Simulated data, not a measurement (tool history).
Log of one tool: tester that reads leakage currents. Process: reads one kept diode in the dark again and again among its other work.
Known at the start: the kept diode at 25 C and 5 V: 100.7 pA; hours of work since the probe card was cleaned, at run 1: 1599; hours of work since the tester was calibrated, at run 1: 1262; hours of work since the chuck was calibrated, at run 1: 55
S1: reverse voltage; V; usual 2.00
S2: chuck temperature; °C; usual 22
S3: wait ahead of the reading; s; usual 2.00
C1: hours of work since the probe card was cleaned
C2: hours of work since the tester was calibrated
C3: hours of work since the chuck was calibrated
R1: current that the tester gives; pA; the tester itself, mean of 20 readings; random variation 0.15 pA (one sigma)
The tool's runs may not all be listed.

run	day	S1	S2	S3	C1	C2	C3	R1
1	0.000	2.00	22	2.00	1599	1262	55	49.15
2	2.517	2.00	22	2.00	1636	1299	92	49.76
3	4.662	11.71	22	2.00	1667	1331	123	135.24
4	8.558	11.71	22	2.00	1725	1388	180	135.99
5	10.583	11.71	37	2.00	1754	1417	210	499.21
6	13.871	11.71	37	2.00	1802	1466	258	501.75
7	16.762	11.71	37	2.00	1845	1508	301	509.98
8	20.646	11.71	37	2.00	1902	1565	357	515.85
9	22.808	11.71	37	2.00	1933	1596	389	519.49
10	24.842	11.71	37	2.00	1963	1626	419	525.50
11	27.175	11.71	37	2.00	1997	1660	453	526.67
12	30.046	11.71	37	2.00	2039	1702	495	533.70
13	34.004	11.71	37	2.00	2097	1760	553	541.68
14	36.529	11.71	37	2.00	2134	1797	590	546.64
# day 39.571: chuck's temperature calibrated
15	40.038	4.96	22	2.00	2184	1848	7	79.47
# day 40.483: probe card cleaned and baked
16	42.242	5.65	22	2.00	26	1878	37	83.91
17	44.750	5.65	22	2.00	63	1915	74	85.20
18	48.188	1.02	22	1.37	113	1965	124	33.95
19	51.125	9.19	29	0.53	156	2008	167	217.41
20	54.696	1.29	23	0.32	208	2061	220	44.41
21	57.292	1.60	50	2.00	246	2099	258	472.91
22	60.379	1.60	50	2.00	291	2144	303	476.80
23	63.738	6.22	22	2.00	341	2193	352	96.52
24	67.700	6.22	22	2.00	399	2251	410	98.71
25	70.462	8.67	22	2.00	439	2291	451	120.34
26	74.383	2.57	22	6.77	497	2349	508	62.24
27	78.096	2.57	22	6.77	551	2403	563	63.33
28	81.512	2.00	56	2.00	601	2453	613	904.14
# day 83.058: chuck's temperature calibrated
29	85.100	4.63	58	0.50	652	2505	30	1465.31

4 ways to go on from here, each from the tool as it stands after run 29. What would each give?
A	88.850	1.82	58	0.50	707	2560	85	?
B	88.850	2.69	21	4.27	707	2560	85	?
C	88.850	4.63	33	0.50	707	2560	85	?
D	88.850	8.13	26	2.00	707	2560	85	?

run	R1
A	891.90
B	52.01
C	205.15
D	151.21
Without the tool's hidden state the same runs would have given:
run	R1
A	867.16
B	49.88
C	198.17
D	145.11
